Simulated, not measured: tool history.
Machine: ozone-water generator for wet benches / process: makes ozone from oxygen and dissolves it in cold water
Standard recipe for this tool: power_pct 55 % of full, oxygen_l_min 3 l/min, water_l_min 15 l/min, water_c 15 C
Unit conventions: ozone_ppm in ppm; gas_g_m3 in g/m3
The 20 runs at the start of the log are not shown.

{"run": 21, "hour": 2710.3, "power_pct": 56, "oxygen_l_min": 3, "water_l_min": 15, "water_c": 15, "ozone_ppm": 14.1, "gas_g_m3": 140.9}
{"run": 22, "hour": 2851.7, "power_pct": 55, "oxygen_l_min": 3, "water_l_min": 21, "water_c": 15, "ozone_ppm": 9.9, "gas_g_m3": 138.3}
{"run": 23, "hour": 2949.4, "power_pct": 55, "oxygen_l_min": 3, "water_l_min": 21, "water_c": 15, "ozone_ppm": 9.9, "gas_g_m3": 140.5}
{"run": 24, "hour": 3109.2, "power_pct": 55, "oxygen_l_min": 3, "water_l_min": 21, "water_c": 15, "ozone_ppm": 9.8, "gas_g_m3": 138}
{"run": 25, "hour": 3224.1, "power_pct": 55, "oxygen_l_min": 1.59, "water_l_min": 21, "water_c": 15, "ozone_ppm": 8.3, "gas_g_m3": 194.1}
{"run": 26, "hour": 3338.7, "power_pct": 55, "oxygen_l_min": 1.59, "water_l_min": 21, "water_c": 15, "ozone_ppm": 8.2, "gas_g_m3": 193}
{"run": 27, "hour": 3415.1, "power_pct": 55, "oxygen_l_min": 1.59, "water_l_min": 21, "water_c": 15, "ozone_ppm": 8.2, "gas_g_m3": 192.4}
{"run": 28, "hour": 3582.6, "power_pct": 79, "oxygen_l_min": 1.59, "water_l_min": 23, "water_c": 15, "ozone_ppm": 9.4, "gas_g_m3": 245.2}
{"hour": 3677.4, "done": "water thermometer calibrated"}
{"run": 29, "hour": 3677.4, "power_pct": 75, "oxygen_l_min": 5.07, "water_l_min": 17, "water_c": 22, "ozone_ppm": 13.9, "gas_g_m3": 127.8}
{"run": 30, "hour": 3770.7, "power_pct": 75, "oxygen_l_min": 5.07, "water_l_min": 17, "water_c": 22, "ozone_ppm": 14.2, "gas_g_m3": 129.9}
{"run": 31, "hour": 3881.7, "power_pct": 55, "oxygen_l_min": 4.94, "water_l_min": 15, "water_c": 11, "ozone_ppm": 14.9, "gas_g_m3": 105.2}
{"run": 32, "hour": 4019.8, "power_pct": 48, "oxygen_l_min": 3, "water_l_min": 16, "water_c": 15, "ozone_ppm": 11.6, "gas_g_m3": 126}
{"run": 33, "hour": 4179.5, "power_pct": 48, "oxygen_l_min": 3, "water_l_min": 16, "water_c": 15, "ozone_ppm": 11.8, "gas_g_m3": 125.2}
{"run": 34, "hour": 4274.1, "power_pct": 54, "oxygen_l_min": 3.34, "water_l_min": 23, "water_c": 14, "ozone_ppm": 8.7, "gas_g_m3": 126.8}

What if the next run were any one of these 3? Each begins from the tool's condition after run 34:
{"run": "A", "hour": 4386.1, "power_pct": 61, "oxygen_l_min": 3, "water_l_min": 11, "water_c": 15, "ozone_ppm": "?", "gas_g_m3": "?"}
{"run": "B", "hour": 4386.1, "power_pct": 76, "oxygen_l_min": 3.2, "water_l_min": 15, "water_c": 15, "ozone_ppm": "?", "gas_g_m3": "?"}
{"run": "C", "hour": 4386.1, "power_pct": 54, "oxygen_l_min": 4.72, "water_l_min": 23, "water_c": 16, "ozone_ppm": "?", "gas_g_m3": "?"}

run=A ozone_ppm=19.3 gas_g_m3=145.6
run=B ozone_ppm=17.2 gas_g_m3=163.1
run=C ozone_ppm=9.1 gas_g_m3=104.7
Without the tool's hidden state the same runs would have given:
run=A ozone_ppm=22.4 gas_g_m3=160.2
run=B ozone_ppm=20.6 gas_g_m3=182.2
run=C ozone_ppm=10.9 gas_g_m3=114.2
